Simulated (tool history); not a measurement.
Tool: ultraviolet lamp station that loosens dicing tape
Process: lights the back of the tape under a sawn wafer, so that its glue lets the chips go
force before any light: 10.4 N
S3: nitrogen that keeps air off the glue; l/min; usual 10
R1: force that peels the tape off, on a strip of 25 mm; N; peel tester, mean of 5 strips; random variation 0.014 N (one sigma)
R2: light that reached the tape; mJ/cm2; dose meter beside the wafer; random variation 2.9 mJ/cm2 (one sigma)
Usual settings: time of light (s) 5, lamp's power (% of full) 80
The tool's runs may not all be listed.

run 1 day=0 | time_of_light_(s)=5 lamp's_power_(%_of_full)=80 S3=10 | R1=0.923 R2=353
-- day=1.346 window cleaned of glue's vapour
run 2 day=1.375 | time_of_light_(s)=5 lamp's_power_(%_of_full)=80 S3=10 | R1=0.771 R2=386
run 3 day=3.083 | time_of_light_(s)=5 lamp's_power_(%_of_full)=61 S3=10 | R1=1.415 R2=289
run 4 day=4.446 | time_of_light_(s)=5 lamp's_power_(%_of_full)=61 S3=3 | R1=2.708 R2=285
run 5 day=5.692 | time_of_light_(s)=5 lamp's_power_(%_of_full)=79 S3=3 | R1=1.848 R2=361
run 6 day=6.867 | time_of_light_(s)=5 lamp's_power_(%_of_full)=79 S3=3 | R1=1.824 R2=359
run 7 day=8.171 | time_of_light_(s)=5 lamp's_power_(%_of_full)=77 S3=10 | R1=0.985 R2=345
run 8 day=9.354 | time_of_light_(s)=5 lamp's_power_(%_of_full)=77 S3=10 | R1=1.028 R2=341
run 9 day=10.308 | time_of_light_(s)=5 lamp's_power_(%_of_full)=77 S3=10 | R1=1.009 R2=340
run 10 day=11.033 | time_of_light_(s)=5 lamp's_power_(%_of_full)=77 S3=6 | R1=1.358 R2=333
run 11 day=12.479 | time_of_light_(s)=5 lamp's_power_(%_of_full)=80 S3=10 | R1=0.973 R2=341
run 12 day=13.633 | time_of_light_(s)=5 lamp's_power_(%_of_full)=80 S3=10 | R1=1.012 R2=338
run 13 day=14.388 | time_of_light_(s)=5 lamp's_power_(%_of_full)=68 S3=10 | R1=1.396 R2=280
run 14 day=15.912 | time_of_light_(s)=5 lamp's_power_(%_of_full)=80 S3=10 | R1=1.055 R2=330
run 15 day=17.5 | time_of_light_(s)=5 lamp's_power_(%_of_full)=80 S3=10 | R1=1.085 R2=324
run 16 day=18.221 | time_of_light_(s)=5 lamp's_power_(%_of_full)=80 S3=10 | R1=1.135 R2=321
run 17 day=19.346 | time_of_light_(s)=5 lamp's_power_(%_of_full)=80 S3=10 | R1=1.184 R2=312
run 18 day=20.517 | time_of_light_(s)=5 lamp's_power_(%_of_full)=80 S3=10 | R1=1.21 R2=316
run 19 day=22.179 | time_of_light_(s)=5 lamp's_power_(%_of_full)=80 S3=14 | R1=1.003 R2=306
run 20 day=23.038 | time_of_light_(s)=5 lamp's_power_(%_of_full)=94 S3=4 | R1=1.631 R2=351
run 21 day=23.917 | time_of_light_(s)=5 lamp's_power_(%_of_full)=94 S3=4 | R1=1.614 R2=351
run 22 day=24.667 | time_of_light_(s)=3 lamp's_power_(%_of_full)=99 S3=16 | R1=1.8 R2=221
run 23 day=26.212 | time_of_light_(s)=2 lamp's_power_(%_of_full)=98 S3=5 | R1=4.384 R2=142
run 24 day=27.012 | time_of_light_(s)=4 lamp's_power_(%_of_full)=66 S3=5 | R1=3.453 R2=191
run 25 day=27.738 | time_of_light_(s)=4 lamp's_power_(%_of_full)=66 S3=5 | R1=3.438 R2=189
run 26 day=29.508 | time_of_light_(s)=10 lamp's_power_(%_of_full)=76 S3=4 | R1=0.715 R2=534
-- day=29.708 window cleaned of glue's vapour
run 27 day=30.821 | time_of_light_(s)=10 lamp's_power_(%_of_full)=76 S3=4 | R1=0.589 R2=595
run 28 day=32.083 | time_of_light_(s)=3 lamp's_power_(%_of_full)=76 S3=11 | R1=2.802 R2=171
run 29 day=33.35 | time_of_light_(s)=3 lamp's_power_(%_of_full)=65 S3=16 | R1=3.166 R2=142
run 30 day=35.029 | time_of_light_(s)=7 lamp's_power_(%_of_full)=65 S3=9 | R1=1.055 R2=334
run 31 day=36.188 | time_of_light_(s)=3 lamp's_power_(%_of_full)=64 S3=6 | R1=4.413 R2=139

Run 32 comes next. What will it give?
run 32 day=37.1 | time_of_light_(s)=10 lamp's_power_(%_of_full)=83 S3=7 | R1=? R2=?

{"run 32": {"R1": 0.379, "R2": 602}}
Without the tool's hidden state the same run would have given R1 0.227 N, R2 881 mJ/cm2.
